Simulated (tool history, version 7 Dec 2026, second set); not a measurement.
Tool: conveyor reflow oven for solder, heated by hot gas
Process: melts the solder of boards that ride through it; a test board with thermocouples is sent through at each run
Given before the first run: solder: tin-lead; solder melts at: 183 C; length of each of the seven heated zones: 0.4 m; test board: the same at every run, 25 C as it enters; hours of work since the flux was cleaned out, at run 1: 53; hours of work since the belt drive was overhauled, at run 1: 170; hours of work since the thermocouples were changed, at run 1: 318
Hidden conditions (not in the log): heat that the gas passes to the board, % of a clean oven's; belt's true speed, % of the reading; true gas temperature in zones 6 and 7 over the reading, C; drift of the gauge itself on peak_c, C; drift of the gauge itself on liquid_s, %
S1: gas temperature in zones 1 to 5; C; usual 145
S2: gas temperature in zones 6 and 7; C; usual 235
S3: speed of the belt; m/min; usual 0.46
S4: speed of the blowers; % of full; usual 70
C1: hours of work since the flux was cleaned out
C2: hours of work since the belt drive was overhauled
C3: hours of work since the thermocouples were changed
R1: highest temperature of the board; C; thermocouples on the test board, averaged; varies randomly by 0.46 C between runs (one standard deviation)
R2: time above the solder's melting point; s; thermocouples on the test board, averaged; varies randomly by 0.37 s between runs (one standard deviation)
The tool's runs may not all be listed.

Run 1, hour 0: usual settings; C1 53; C2 170; C3 318. Result: R1 222.7 C, R2 88.4 s.
Run 2, hour 39: usual settings; C1 80; C2 197; C3 345. Result: R1 222.3 C, R2 88 s.
Run 3, hour 75.9: usual settings; C1 106; C2 223; C3 371. Result: R1 221.5 C, R2 87.7 s.
Run 4, hour 114.1: usual settings; C1 133; C2 250; C3 398. Result: R1 221.7 C, R2 88 s.
Run 5, hour 147.4: usual settings but S2 244 C; C1 156; C2 273; C3 421. Result: R1 229.9 C, R2 93.9 s.
Run 6, hour 197.4: usual settings; C1 191; C2 308; C3 456. Result: R1 221.3 C, R2 87.5 s.
Run 7, hour 254.5: usual settings; C1 231; C2 348; C3 496. Result: R1 222.4 C, R2 87.3 s.
Run 8, hour 309.3: usual settings but S4 74 % of full; C1 269; C2 387; C3 535. Result: R1 221.8 C, R2 87.9 s.
Run 9, hour 341.7: usual settings but S3 0.391 m/min, S4 74 % of full; C1 292; C2 409; C3 557. Result: R1 224.2 C, R2 107.8 s.
At hour 388.6: thermocouples of zones 6 and 7 changed.
Run 10, hour 393.6: usual settings but S3 0.391 m/min, S4 74 % of full; C1 327; C2 444; C3 4. Result: R1 227 C, R2 108.5 s.
Run 11, hour 426.4: usual settings but S3 0.391 m/min, S4 74 % of full; C1 350; C2 467; C3 27. Result: R1 226 C, R2 108.7 s.
Run 12, hour 477.2: usual settings but S3 0.391 m/min, S4 74 % of full; C1 386; C2 503; C3 62. Result: R1 224.6 C, R2 108 s.
At hour 501.9: flux residue cleaned out of gas plates and filters.
Run 13, hour 521.1: usual settings but S1 153 C; C1 13; C2 530; C3 89. Result: R1 224.4 C, R2 95 s.
Run 14, hour 566.9: usual settings; C1 46; C2 562; C3 121. Result: R1 223.2 C, R2 88.6 s.
Run 15, hour 608.6: usual settings; C1 75; C2 591; C3 151. Result: R1 223 C, R2 89.1 s.
Run 16, hour 658.3: usual settings but S1 142 C, S2 224 C, S3 0.447 m/min, S4 85 % of full; C1 110; C2 626; C3 186. Result: R1 213.8 C, R2 83.6 s.
Run 17, hour 716.3: usual settings but S1 142 C, S2 224 C, S3 0.447 m/min, S4 85 % of full; C1 150; C2 667; C3 226. Result: R1 214.2 C, R2 83.4 s.

Run 18 has not been measured yet. What should we expect?
Run 18, hour 766.5: usual settings but S3 0.474 m/min, S4 82 % of full; C1 186; C2 702; C3 261. Result: R1 ?, R2 ?.

{"run 18": {"R1": 221.9, "R2": 86.6}}
With no hidden state in the tool, this same run would have given R1 224.1 C, R2 87.2 s.
